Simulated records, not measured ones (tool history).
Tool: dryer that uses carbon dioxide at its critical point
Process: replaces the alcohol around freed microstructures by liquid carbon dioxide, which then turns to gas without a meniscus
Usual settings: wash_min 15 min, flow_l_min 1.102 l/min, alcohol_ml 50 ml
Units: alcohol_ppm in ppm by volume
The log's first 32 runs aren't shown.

run    hour  wash_min  flow_l_min  alcohol_ml  alcohol_ppm
 33  1751.3        13         1.2         109          275
 34  1813.9        20        0.89          39           80
 35  1873.3        20        1.71          60           34
     1925.4  -- inlet filter changed
 36  1938.2        15        0.76          50          426
 37  1997.4        15        0.76          50          438
 38  2051.4        17        1.48          50           37
 39  2116.7        17        1.48          50           35
 40  2177.9        11        1.85          50           50
 41  2222.2        14        1.28          39           65
 42  2293.2        13        1.28          39           80
 43  2362.3        13        1.28          39           81
 44  2397.4        16        1.28          52           52
 45  2440.8        16        1.01          52          130
 46  2508.3        17        1.25          39           46
 47  2551.9        10        1.77          39           77

Forecast each of these 4 alternatives for the next run:
       2559  -- purifier's bed changed
  A  2606.6        18       1.102          50            ?
       2559  -- purifier's bed changed
  B  2606.6        18       1.102          50            ?
       2559  -- purifier's bed changed
  C  2606.6        10        1.61          50            ?
       2559  -- purifier's bed changed
  D  2606.6        15        0.85          50            ?

run  alcohol_ppm
  A           29
  B           31
  C           84
  D          325
Without the tool's hidden state the same runs would have given:
run  alcohol_ppm
  A           17
  B           19
  C           54
  D          230

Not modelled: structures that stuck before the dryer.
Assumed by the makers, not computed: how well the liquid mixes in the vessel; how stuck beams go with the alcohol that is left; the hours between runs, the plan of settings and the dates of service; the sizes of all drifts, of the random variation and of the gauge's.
